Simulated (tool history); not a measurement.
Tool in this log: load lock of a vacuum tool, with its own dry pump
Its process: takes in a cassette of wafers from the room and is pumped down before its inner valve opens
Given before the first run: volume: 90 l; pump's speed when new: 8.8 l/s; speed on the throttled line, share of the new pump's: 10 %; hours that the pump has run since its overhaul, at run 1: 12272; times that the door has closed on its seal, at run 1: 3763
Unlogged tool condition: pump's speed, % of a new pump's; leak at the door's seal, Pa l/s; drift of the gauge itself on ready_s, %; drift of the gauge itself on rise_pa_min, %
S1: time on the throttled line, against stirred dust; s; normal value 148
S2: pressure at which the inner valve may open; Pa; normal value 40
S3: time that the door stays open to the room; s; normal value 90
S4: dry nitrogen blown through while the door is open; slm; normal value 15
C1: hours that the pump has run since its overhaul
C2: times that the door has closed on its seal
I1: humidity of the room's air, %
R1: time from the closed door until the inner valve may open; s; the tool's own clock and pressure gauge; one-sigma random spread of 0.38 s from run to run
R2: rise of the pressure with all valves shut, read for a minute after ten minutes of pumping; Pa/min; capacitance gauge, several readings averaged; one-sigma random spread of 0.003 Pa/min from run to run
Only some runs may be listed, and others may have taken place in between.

Run 1, hour 0: usual settings; C1 12272; C2 3763; I1 47. Result: R1 222 s, R2 0.05 Pa/min.
Run 2, hour 123.3: usual settings; C1 12395; C2 3927; I1 48.9. Result: R1 222.2 s, R2 0.058 Pa/min.
Run 3, hour 321.9: usual settings; C1 12594; C2 4192; I1 45.7. Result: R1 222.6 s, R2 0.057 Pa/min.
Run 4, hour 470.4: usual settings; C1 12742; C2 4390; I1 45.4. Result: R1 222.5 s, R2 0.051 Pa/min.
Run 5, hour 600.4: usual settings but S1 205 s; C1 12872; C2 4564; I1 45.4. Result: R1 272.4 s, R2 0.057 Pa/min.
Run 6, hour 731.7: usual settings; C1 13003; C2 4739; I1 42.3. Result: R1 222.7 s, R2 0.053 Pa/min.
Run 7, hour 913.6: usual settings but S1 177 s; C1 13185; C2 4982; I1 47.3. Result: R1 248.2 s, R2 0.059 Pa/min.
Run 8, hour 1071.9: usual settings but S1 177 s; C1 13343; C2 5193; I1 42.2. Result: R1 247.8 s, R2 0.055 Pa/min.
Run 9, hour 1205: usual settings but S1 121 s; C1 13477; C2 5371; I1 42.3. Result: R1 199.1 s, R2 0.06 Pa/min.
At hour 1385.6: dry pump taken out, an overhauled one fitted.
Run 10, hour 1411.2: usual settings but S1 121 s; C1 26; C2 5638; I1 46.7. Result: R1 189.7 s, R2 0.058 Pa/min.
Run 11, hour 1572.4: usual settings but S1 121 s; C1 187; C2 5853; I1 47.2. Result: R1 188.8 s, R2 0.063 Pa/min.
Run 12, hour 1782.2: usual settings but S1 121 s; C1 397; C2 6133; I1 42.1. Result: R1 191 s, R2 0.058 Pa/min.
Run 13, hour 1960.2: usual settings but S1 121 s; C1 575; C2 6370; I1 45.2. Result: R1 191 s, R2 0.064 Pa/min.
Run 14, hour 2151.9: usual settings; C1 766; C2 6626; I1 46.5. Result: R1 213.7 s, R2 0.064 Pa/min.
Run 15, hour 2316.7: usual settings but S1 77 s; C1 931; C2 6846; I1 41. Result: R1 151 s, R2 0.066 Pa/min.
Run 16, hour 2404.1: usual settings but S1 77 s; C1 1018; C2 6962; I1 45.1. Result: R1 151.1 s, R2 0.065 Pa/min.
Run 17, hour 2553.1: usual settings but S1 77 s; C1 1167; C2 7161; I1 51.5. Result: R1 151 s, R2 0.077 Pa/min.
Run 18, hour 2667.4: usual settings but S1 77 s; C1 1282; C2 7314; I1 44. Result: R1 151.4 s, R2 0.068 Pa/min.
Run 19, hour 2776.1: usual settings but S1 77 s, S2 29 Pa; C1 1390; C2 7459; I1 48.1. Result: R1 154.7 s, R2 0.074 Pa/min.
Run 20, hour 2888.2: usual settings but S1 77 s, S2 29 Pa; C1 1503; C2 7608; I1 45. Result: R1 154.9 s, R2 0.062 Pa/min.
Run 21, hour 3079.9: usual settings but S1 77 s, S2 29 Pa; C1 1694; C2 7864; I1 47.2. Result: R1 154.2 s, R2 0.076 Pa/min.
Run 22, hour 3269.9: usual settings but S1 77 s, S2 29 Pa; C1 1884; C2 8118; I1 41.7. Result: R1 154.6 s, R2 0.075 Pa/min.
Run 23, hour 3424.6: usual settings but S1 114 s, S2 42 Pa, S3 64 s, S4 14 slm; C1 2039; C2 8324; I1 42.5. Result: R1 184.3 s, R2 0.067 Pa/min.
Run 24, hour 3601.6: usual settings but S1 114 s, S2 42 Pa, S3 64 s, S4 14 slm; C1 2216; C2 8560; I1 46.7. Result: R1 183.6 s, R2 0.067 Pa/min.
Run 25, hour 3768.8: usual settings but S3 32 s; C1 2383; C2 8783; I1 44.5. Result: R1 214.8 s, R2 0.059 Pa/min.
Run 26, hour 3955.1: usual settings but S1 168 s, S3 41 s; C1 2570; C2 9032; I1 43.8. Result: R1 233.5 s, R2 0.061 Pa/min.
Run 27, hour 4059.5: usual settings but S1 214 s, S2 50 Pa, S3 53 s, S4 8 slm; C1 2674; C2 9171; I1 44. Result: R1 271.4 s, R2 0.077 Pa/min.
Run 28, hour 4194.3: usual settings but S1 214 s, S2 50 Pa, S3 53 s, S4 8 slm; C1 2809; C2 9351; I1 47.6. Result: R1 272.5 s, R2 0.082 Pa/min.
Run 29, hour 4390: usual settings but S2 33 Pa, S4 9 slm; C1 3004; C2 9612; I1 47.5. Result: R1 217.3 s, R2 0.095 Pa/min.
Run 30, hour 4550.6: usual settings but S1 163 s, S2 38 Pa, S3 91 s, S4 13 slm; C1 3165; C2 9826; I1 41.2. Result: R1 229.4 s, R2 0.076 Pa/min.
Run 31, hour 4649.4: usual settings but S1 288 s, S2 42 Pa, S3 225 s, S4 4 slm; C1 3264; C2 9958; I1 46.3. Result: R1 340.8 s, R2 0.158 Pa/min.
Run 32, hour 4762.5: usual settings but S1 80 s, S2 76 Pa, S3 118 s, S4 10 slm; C1 3377; C2 10109; I1 44.6. Result: R1 148.3 s, R2 0.094 Pa/min.

Predict each of these 5 candidate next runs independently; none follows another, all start after run 32:
Run A, hour 4946.5: usual settings but S2 77 Pa, S4 31 slm; C1 3561; C2 10354; I1 42.8. Result: R1 ?, R2 ?.
Run B, hour 4946.5: usual settings but S1 87 s, S2 76 Pa, S3 118 s, S4 41 slm; C1 3561; C2 10354; I1 45.2. Result: R1 ?, R2 ?.
Run C, hour 4946.5: usual settings but S1 74 s, S2 61 Pa, S3 118 s, S4 12 slm; C1 3561; C2 10354; I1 50.5. Result: R1 ?, R2 ?.
Run D, hour 4946.5: usual settings but S1 144 s, S2 66 Pa, S3 118 s, S4 10 slm; C1 3561; C2 10354; I1 45.1. Result: R1 ?, R2 ?.
Run E, hour 4946.5: usual settings but S1 80 s, S2 76 Pa, S3 41 s, S4 10 slm; C1 3561; C2 10354; I1 42.7. Result: R1 ?, R2 ?.

run     R1     R2
  A  209.1  0.069
  B  155.1  0.069
  C  145.7  0.099
  D  206.7  0.105
  E  148.6  0.069
Had the tool no hidden state, the same runs would have come out as:
run     R1     R2
  A  206.3  0.024
  B    152  0.025
  C  142.5  0.056
  D  203.9  0.062
  E  145.5  0.026

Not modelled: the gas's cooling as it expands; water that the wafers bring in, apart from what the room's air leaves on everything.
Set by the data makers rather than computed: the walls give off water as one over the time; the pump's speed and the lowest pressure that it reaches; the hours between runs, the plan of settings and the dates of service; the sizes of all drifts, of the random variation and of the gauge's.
